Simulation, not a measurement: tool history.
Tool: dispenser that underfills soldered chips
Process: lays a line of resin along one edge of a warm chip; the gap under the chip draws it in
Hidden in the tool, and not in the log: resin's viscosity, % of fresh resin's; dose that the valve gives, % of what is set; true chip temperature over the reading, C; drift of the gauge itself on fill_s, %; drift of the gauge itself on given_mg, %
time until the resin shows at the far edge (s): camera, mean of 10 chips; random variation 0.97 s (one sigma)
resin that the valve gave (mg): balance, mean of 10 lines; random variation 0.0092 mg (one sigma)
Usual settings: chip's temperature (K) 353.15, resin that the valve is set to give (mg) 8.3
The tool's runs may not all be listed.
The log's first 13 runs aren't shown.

run	day	chip's temperature (K)	resin that the valve is set to give (mg)	hours of work since the syringe was changed	hours of work since the valve was cleaned	hours of work since the stage was calibrated	time until the resin shows at the far edge (s)	resin that the valve gave (mg)
14	2.133	353.15	8.3	4	12	120	106.2	8.268
15	2.3	353.15	8.3	6	15	123	126.3	8.277
16	2.429	353.15	8.3	9	17	125	140.2	8.286
# day 2.471: new syringe of resin
17	2.629	353.15	8.3	3	20	128	103.9	8.261
18	2.775	353.15	8.3	5	22	130	118.3	8.255
19	2.958	344.15	7.1	8	25	133	208.4	7.055
# day 3.029: new syringe of resin
20	3.162	363.15	7.1	2	29	137	67	7.034
21	3.354	347.15	9.49	5	32	140	148	9.408
22	3.475	347.15	9.49	7	34	142	164.5	9.395
# day 3.596: new syringe of resin
23	3.696	360.15	7.54	2	37	145	73.6	7.459
24	3.875	360.15	7.94	5	40	148	86.8	7.846
25	4	348.15	8.49	7	42	150	154.9	8.399
# day 4.15: new syringe of resin
26	4.171	363.15	8.14	0	45	153	59.6	8.042
27	4.288	363.15	8.14	2	47	155	65.7	8.053
28	4.467	363.15	8.14	5	50	158	78.5	8.015
29	4.617	361.15	8.83	8	53	161	93.4	8.695
# day 4.704: new syringe of resin
30	4.746	361.15	8.83	1	55	163	64.6	8.689
31	4.904	361.15	8.83	3	57	165	74.9	8.687
32	5.025	355.15	8.43	5	59	167	109.1	8.293
33	5.2	355.15	8.43	8	62	170	124.9	8.274
# day 5.267: new syringe of resin
34	5.375	348.15	7.71	2	65	173	120.7	7.551
35	5.492	366.15	10.24	4	67	175	61.9	10.032

Forecast each of these 3 alternatives for the next run:
A	5.7	350.15	9.19	7	70	178	?	?
B	5.7	341.15	8.86	7	70	178	?	?
C	5.7	341.15	8.49	7	70	178	?	?

run	time until the resin shows at the far edge (s)	resin that the valve gave (mg)
A	142.6	8.994
B	213.7	8.672
C	216	8.298
Without the tool's hidden state the same runs would have given:
run	time until the resin shows at the far edge (s)	resin that the valve gave (mg)
A	102.5	9.187
B	154	8.857
C	155.7	8.476

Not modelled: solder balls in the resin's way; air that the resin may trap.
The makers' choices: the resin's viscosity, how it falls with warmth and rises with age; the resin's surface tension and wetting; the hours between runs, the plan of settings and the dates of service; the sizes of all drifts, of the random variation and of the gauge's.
